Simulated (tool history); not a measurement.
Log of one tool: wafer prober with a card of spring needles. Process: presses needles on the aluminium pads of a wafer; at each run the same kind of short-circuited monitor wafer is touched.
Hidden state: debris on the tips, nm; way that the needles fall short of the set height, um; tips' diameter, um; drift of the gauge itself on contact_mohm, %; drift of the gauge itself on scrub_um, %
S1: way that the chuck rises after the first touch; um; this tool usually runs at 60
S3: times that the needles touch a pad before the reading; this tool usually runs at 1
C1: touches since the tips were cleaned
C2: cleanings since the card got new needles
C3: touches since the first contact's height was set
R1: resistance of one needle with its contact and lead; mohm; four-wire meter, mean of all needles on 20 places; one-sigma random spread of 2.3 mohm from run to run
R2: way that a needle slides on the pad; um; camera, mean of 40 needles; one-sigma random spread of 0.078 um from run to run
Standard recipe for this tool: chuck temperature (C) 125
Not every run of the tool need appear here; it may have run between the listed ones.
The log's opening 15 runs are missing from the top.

{"run": 16, "day": 4.604, "S1": 60, "chuck temperature (C)": 94, "S3": 1, "C1": 4197, "C2": 7, "C3": 52236, "R1": 257, "R2": 14.2}
{"day": 4.933, "done": "tips cleaned on abrasive film"}
{"run": 17, "day": 4.933, "S1": 60, "chuck temperature (C)": 94, "S3": 1, "C1": 0, "C2": 8, "C3": 54859, "R1": 246, "R2": 14.19}
{"run": 18, "day": 5.096, "S1": 60, "chuck temperature (C)": 125, "S3": 1, "C1": 1339, "C2": 8, "C3": 56198, "R1": 259, "R2": 14.17}
{"run": 19, "day": 5.442, "S1": 67, "chuck temperature (C)": 35, "S3": 2, "C1": 4132, "C2": 8, "C3": 58991, "R1": 235, "R2": 16.0}
{"run": 20, "day": 5.625, "S1": 67, "chuck temperature (C)": 35, "S3": 2, "C1": 5621, "C2": 8, "C3": 60480, "R1": 238, "R2": 15.92}
{"day": 5.758, "done": "tips cleaned on abrasive film"}
{"run": 21, "day": 6.021, "S1": 52, "chuck temperature (C)": 68, "S3": 3, "C1": 2128, "C2": 9, "C3": 63642, "R1": 243, "R2": 12.32}
{"run": 22, "day": 6.329, "S1": 52, "chuck temperature (C)": 68, "S3": 3, "C1": 4605, "C2": 9, "C3": 66119, "R1": 245, "R2": 12.36}
{"day": 6.592, "done": "tips cleaned on abrasive film"}
{"run": 23, "day": 6.671, "S1": 60, "chuck temperature (C)": 125, "S3": 1, "C1": 637, "C2": 10, "C3": 68848, "R1": 259, "R2": 14.09}
{"run": 24, "day": 6.929, "S1": 60, "chuck temperature (C)": 33, "S3": 2, "C1": 2752, "C2": 10, "C3": 70963, "R1": 237, "R2": 14.12}
{"run": 25, "day": 7.183, "S1": 60, "chuck temperature (C)": 33, "S3": 2, "C1": 4801, "C2": 10, "C3": 73012, "R1": 235, "R2": 14.12}
{"day": 7.417, "done": "tips cleaned on abrasive film"}
{"run": 26, "day": 7.571, "S1": 54, "chuck temperature (C)": 87, "S3": 1, "C1": 1256, "C2": 11, "C3": 76105, "R1": 253, "R2": 12.72}
{"run": 27, "day": 7.888, "S1": 54, "chuck temperature (C)": 87, "S3": 1, "C1": 3821, "C2": 11, "C3": 78670, "R1": 256, "R2": 12.74}
{"run": 28, "day": 8.083, "S1": 59, "chuck temperature (C)": 74, "S3": 3, "C1": 5406, "C2": 11, "C3": 80255, "R1": 245, "R2": 13.77}
{"day": 8.242, "done": "tips cleaned on abrasive film"}
{"run": 29, "day": 8.412, "S1": 73, "chuck temperature (C)": 69, "S3": 1, "C1": 1374, "C2": 12, "C3": 82876, "R1": 245, "R2": 17.3}
{"run": 30, "day": 8.808, "S1": 73, "chuck temperature (C)": 69, "S3": 1, "C1": 4595, "C2": 12, "C3": 86097, "R1": 251, "R2": 17.08}
{"run": 31, "day": 9.025, "S1": 60, "chuck temperature (C)": 39, "S3": 1, "C1": 6349, "C2": 12, "C3": 87851, "R1": 241, "R2": 14.1}
{"day": 9.067, "done": "tips cleaned on abrasive film"}
{"run": 32, "day": 9.4, "S1": 60, "chuck temperature (C)": 39, "S3": 1, "C1": 2711, "C2": 13, "C3": 90855, "R1": 241, "R2": 13.98}
{"run": 33, "day": 9.604, "S1": 60, "chuck temperature (C)": 39, "S3": 1, "C1": 4360, "C2": 13, "C3": 92504, "R1": 243, "R2": 14.04}
{"day": 9.9, "done": "tips cleaned on abrasive film"}
{"run": 34, "day": 9.925, "S1": 74, "chuck temperature (C)": 39, "S3": 1, "C1": 200, "C2": 14, "C3": 95043, "R1": 236, "R2": 17.31}
{"run": 35, "day": 10.15, "S1": 53, "chuck temperature (C)": 125, "S3": 2, "C1": 2031, "C2": 14, "C3": 96874, "R1": 260, "R2": 12.26}

Each row is a separate what-if for the run after 35, all from the same tool condition, not one after another. Results?
{"run": "A", "day": 10.512, "S1": 61, "chuck temperature (C)": 125, "S3": 1, "C1": 4965, "C2": 14, "C3": 99808, "R1": "?", "R2": "?"}
{"run": "B", "day": 10.512, "S1": 51, "chuck temperature (C)": 125, "S3": 1, "C1": 4965, "C2": 14, "C3": 99808, "R1": "?", "R2": "?"}
{"run": "C", "day": 10.512, "S1": 72, "chuck temperature (C)": 42, "S3": 1, "C1": 4965, "C2": 14, "C3": 99808, "R1": "?", "R2": "?"}
{"run": "D", "day": 10.512, "S1": 61, "chuck temperature (C)": 58, "S3": 2, "C1": 4965, "C2": 14, "C3": 99808, "R1": "?", "R2": "?"}

run=A R1=262 R2=14.26
run=B R1=266 R2=11.65
run=C R1=241 R2=16.93
run=D R1=245 R2=14.18
Had the tool no hidden state, the same runs would have come out as:
run=A R1=252 R2=14.68
run=B R1=255 R2=12.07
run=C R1=231 R2=17.35
run=D R1=239 R2=14.59
